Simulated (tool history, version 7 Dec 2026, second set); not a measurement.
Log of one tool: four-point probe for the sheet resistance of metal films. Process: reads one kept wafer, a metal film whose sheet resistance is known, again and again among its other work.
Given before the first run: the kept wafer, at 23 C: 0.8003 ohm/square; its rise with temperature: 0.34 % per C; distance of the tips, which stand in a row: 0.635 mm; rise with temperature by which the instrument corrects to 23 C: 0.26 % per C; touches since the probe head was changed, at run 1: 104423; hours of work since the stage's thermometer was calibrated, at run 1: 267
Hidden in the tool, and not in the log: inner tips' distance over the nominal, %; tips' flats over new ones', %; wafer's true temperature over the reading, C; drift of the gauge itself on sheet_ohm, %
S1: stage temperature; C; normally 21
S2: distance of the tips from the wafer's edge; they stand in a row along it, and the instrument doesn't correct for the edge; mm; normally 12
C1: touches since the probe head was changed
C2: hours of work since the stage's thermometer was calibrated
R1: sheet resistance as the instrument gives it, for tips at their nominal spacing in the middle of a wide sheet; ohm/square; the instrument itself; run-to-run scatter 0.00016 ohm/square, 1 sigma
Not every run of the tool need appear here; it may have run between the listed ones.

{"run": 1, "day": 0.0, "S1": 21, "S2": 12, "C1": 104423, "C2": 267, "R1": 0.789817}
{"run": 2, "day": 0.817, "S1": 26, "S2": 12, "C1": 105021, "C2": 275, "R1": 0.792988}
{"run": 3, "day": 1.688, "S1": 34, "S2": 12, "C1": 105660, "C2": 285, "R1": 0.798093}
{"run": 4, "day": 2.571, "S1": 34, "S2": 12, "C1": 106308, "C2": 295, "R1": 0.798055}
{"run": 5, "day": 3.312, "S1": 34, "S2": 3, "C1": 106853, "C2": 303, "R1": 0.815688}
{"day": 3.4, "done": "stage's thermometer calibrated"}
{"run": 6, "day": 3.792, "S1": 30, "S2": 12, "C1": 107189, "C2": 4, "R1": 0.795567}
{"run": 7, "day": 4.542, "S1": 21, "S2": 7, "C1": 107738, "C2": 13, "R1": 0.791393}
{"run": 8, "day": 5.2, "S1": 21, "S2": 12, "C1": 108220, "C2": 20, "R1": 0.789228}
{"run": 9, "day": 6.042, "S1": 21, "S2": 12, "C1": 108839, "C2": 29, "R1": 0.789423}
{"run": 10, "day": 6.6, "S1": 18, "S2": 21, "C1": 109250, "C2": 35, "R1": 0.786518}
{"day": 6.846, "done": "stage's thermometer calibrated, once more"}
{"run": 11, "day": 7.2, "S1": 25, "S2": 3, "C1": 109673, "C2": 4, "R1": 0.809573}
{"day": 7.567, "done": "new probe head fitted"}
{"run": 12, "day": 7.975, "S1": 25, "S2": 3, "C1": 299, "C2": 12, "R1": 0.824494}
{"run": 13, "day": 9.017, "S1": 32, "S2": 4, "C1": 1064, "C2": 23, "R1": 0.820868}
{"run": 14, "day": 9.471, "S1": 30, "S2": 16, "C1": 1396, "C2": 28, "R1": 0.809372}
{"run": 15, "day": 10.392, "S1": 19, "S2": 21, "C1": 2072, "C2": 39, "R1": 0.801522}

Alternative continuations, all from the tool just after run 15; predict every row:
{"run": "A", "day": 11.292, "S1": 26, "S2": 18, "C1": 2731, "C2": 48, "R1": "?"}
{"run": "B", "day": 11.292, "S1": 19, "S2": 3, "C1": 2731, "C2": 48, "R1": "?"}
{"run": "C", "day": 11.292, "S1": 23, "S2": 23, "C1": 2731, "C2": 48, "R1": "?"}

run=A R1=0.806247
run=B R1=0.819755
run=C R1=0.804098
Take away the tool's hidden state, keep each run's random variation, and the runs would have read:
run=A R1=0.802760
run=B R1=0.816214
run=C R1=0.800620

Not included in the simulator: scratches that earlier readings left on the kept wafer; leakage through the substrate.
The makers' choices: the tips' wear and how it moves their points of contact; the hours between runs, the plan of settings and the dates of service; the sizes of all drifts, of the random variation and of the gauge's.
